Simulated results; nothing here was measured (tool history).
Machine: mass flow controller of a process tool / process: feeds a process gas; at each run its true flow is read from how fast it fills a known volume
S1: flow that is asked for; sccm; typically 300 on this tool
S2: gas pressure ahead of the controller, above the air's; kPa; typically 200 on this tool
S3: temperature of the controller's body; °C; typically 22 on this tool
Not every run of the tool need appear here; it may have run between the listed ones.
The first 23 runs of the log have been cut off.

Run 24, day 100.512: usual settings but S2 165 kPa. Result: true flow (%) 96.52.
Run 25, day 105.425: usual settings but S2 226 kPa, S3 24 °C. Result: true flow (%) 97.02.
Run 26, day 108.196: usual settings but S1 295 sccm, S2 159 kPa, S3 20 °C. Result: true flow (%) 96.48.
Run 27, day 112.946: usual settings but S1 295 sccm, S2 159 kPa, S3 30 °C. Result: true flow (%) 96.67.
Run 28, day 116.238: usual settings but S1 295 sccm, S2 202 kPa, S3 32 °C. Result: true flow (%) 97.18.
Run 29, day 121.812: usual settings but S1 450 sccm, S2 241 kPa, S3 36 °C. Result: true flow (%) 98.78.
Run 30, day 126.983: usual settings but S1 450 sccm, S2 241 kPa, S3 36 °C. Result: true flow (%) 98.64.
Run 31, day 133.196: usual settings but S1 274 sccm, S3 40 °C. Result: true flow (%) 97.07.
Run 32, day 136.738: usual settings but S1 274 sccm, S3 40 °C. Result: true flow (%) 96.96.
Run 33, day 141.454: usual settings but S1 385 sccm, S3 40 °C. Result: true flow (%) 97.96.
Run 34, day 145.908: usual settings but S1 828 sccm, S2 169 kPa, S3 25 °C. Result: true flow (%) 98.81.
Run 35, day 150.025: usual settings but S1 828 sccm, S2 223 kPa, S3 30 °C. Result: true flow (%) 99.5.
Run 36, day 154.567: usual settings but S2 224 kPa. Result: true flow (%) 96.44.
Run 37, day 158.871: usual settings but S2 170 kPa, S3 24 °C. Result: true flow (%) 96.03.
Run 38, day 162.375: usual settings but S1 623 sccm, S2 148 kPa, S3 21 °C. Result: true flow (%) 97.95.
Run 39, day 168.621: usual settings but S1 124 sccm, S2 277 kPa, S3 34 °C. Result: true flow (%) 92.01.
Run 40, day 172.446: usual settings but S1 273 sccm, S2 247 kPa, S3 21 °C. Result: true flow (%) 96.03.
Run 41, day 176.508: usual settings but S1 240 sccm, S2 274 kPa. Result: true flow (%) 95.54.
Run 42, day 179.092: usual settings but S1 240 sccm, S2 274 kPa. Result: true flow (%) 95.47.
Run 43, day 182.758: usual settings but S1 926 sccm, S2 224 kPa, S3 30 °C. Result: true flow (%) 99.78.
At day 183.642: controller's zero set anew.
Run 44, day 187.492: usual settings but S1 926 sccm, S2 224 kPa, S3 30 °C. Result: true flow (%) 100.87.
Run 45, day 192.271: usual settings but S1 709 sccm, S2 224 kPa, S3 23 °C. Result: true flow (%) 100.33.
Run 46, day 197.012: usual settings but S1 709 sccm, S2 224 kPa, S3 23 °C. Result: true flow (%) 100.13.
Run 47, day 199.962: usual settings but S1 246 sccm, S2 224 kPa, S3 38 °C. Result: true flow (%) 100.07.
Run 48, day 203.225: usual settings. Result: true flow (%) 99.32.

3 ways to go on from here, each from the tool as it stands after run 48. What would each give?
Run A, day 206.488: usual settings but S3 33 °C. Result: true flow (%) ?.
Run B, day 206.488: usual settings but S1 230 sccm, S2 157 kPa, S3 26 °C. Result: true flow (%) ?.
Run C, day 206.488: usual settings but S1 150 sccm, S3 28 °C. Result: true flow (%) ?.

run  true flow (%)
  A          99.68
  B          98.94
  C          98.93
Stripped of hidden state, with their random variation kept, the same runs would have yielded:
run  true flow (%)
  A          99.46
  B          98.86
  C          99.16
